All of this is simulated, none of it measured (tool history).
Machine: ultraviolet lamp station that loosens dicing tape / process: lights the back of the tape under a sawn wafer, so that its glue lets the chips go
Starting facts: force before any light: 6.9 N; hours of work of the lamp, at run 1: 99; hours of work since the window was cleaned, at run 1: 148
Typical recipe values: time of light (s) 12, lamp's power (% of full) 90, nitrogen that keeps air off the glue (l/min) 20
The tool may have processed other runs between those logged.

run,hour,time of light (s),lamp's power (% of full),nitrogen that keeps air off the glue (l/min),hours of work of the lamp,hours of work since the window was cleaned,force that peels the tape off (N),light that reached the tape (J/m2)
1,0,12,90,20,99,148,0.392,5300
2,6.4,12,90,20,104,153,0.392,5320
3,16.5,12,90,20,112,161,0.391,5380
4,24.6,12,90,20,118,167,0.378,5310
5,35.7,12,90,20,127,176,0.394,5330
6,46.5,12,90,20,135,184,0.396,5350
7,58.1,12,90,20,144,193,0.399,5340
8,73.3,12,90,20,156,205,0.388,5330
9,86.2,12,74,20,166,215,0.521,4360
10,93.8,12,90,20,172,220,0.39,5370
11,109.7,12,90,20,184,233,0.392,5310
12,121.9,12,90,20,194,242,0.398,5340
13,131.8,12,90,20,201,250,0.405,5360
14,144.3,12,90,20,211,259,0.378,5420
15,159.6,12,90,28,223,271,0.339,5310
16,170.2,12,90,28,231,279,0.345,5380
17,185.3,12,90,23,243,291,0.371,5340
18,198.7,12,90,23,253,301,0.377,5320
19,210.2,12,90,23,262,310,0.369,5340
20,222.8,12,90,23,272,320,0.373,5320
21,235.7,12,90,23,281,330,0.361,5390
22,248.6,12,90,23,291,340,0.363,5390
23,255,15,90,25,296,345,0.273,6730
24,269,15,90,25,307,356,0.287,6660
25,282.4,12,90,7,318,366,0.795,5360
26,289.4,12,90,7,323,372,0.796,5300
27,300.8,7,92,11,332,380,1.337,3200
28,307.5,7,92,11,337,386,1.373,3240
29,320.9,7,92,11,347,396,1.329,3230
30,336.6,23,86,11,359,408,0.262,9820
31,348.3,11,84,7,368,417,1.02,4590
32,360.7,20,69,35,378,427,0.272,6770
33,373.5,20,69,12,388,436,0.38,6790
34,382.1,20,69,12,395,443,0.361,6760
35,394.3,20,69,12,404,453,0.371,6870
36,404.1,20,69,12,412,460,0.364,6820
37,413.5,13,64,13,419,467,0.769,4080
38,421.2,10,62,21,425,473,0.984,3060
39,430.2,8,68,20,432,480,1.253,2710
40,442.1,23,68,20,441,490,0.272,7720
41,448.7,11,68,9,446,495,1.256,3620
42,456.7,11,68,9,452,501,1.214,3640
43,465.2,11,68,9,459,507,1.181,3700

4 options for the next run, each taken on its own from the tool as it stands now. Forecast them:
A,476.3,11,68,7,467,516,?,?
B,476.3,11,67,9,467,516,?,?
C,476.3,13,67,20,467,516,?,?
D,476.3,12,90,35,467,516,?,?

run,force that peels the tape off (N),light that reached the tape (J/m2)
A,1.401,3680
B,1.166,3640
C,0.545,4280
D,0.324,5360
Without the tool's unlogged condition, the same runs would have read:
run,force that peels the tape off (N),light that reached the tape (J/m2)
A,1.398,3690
B,1.164,3640
C,0.544,4280
D,0.324,5360
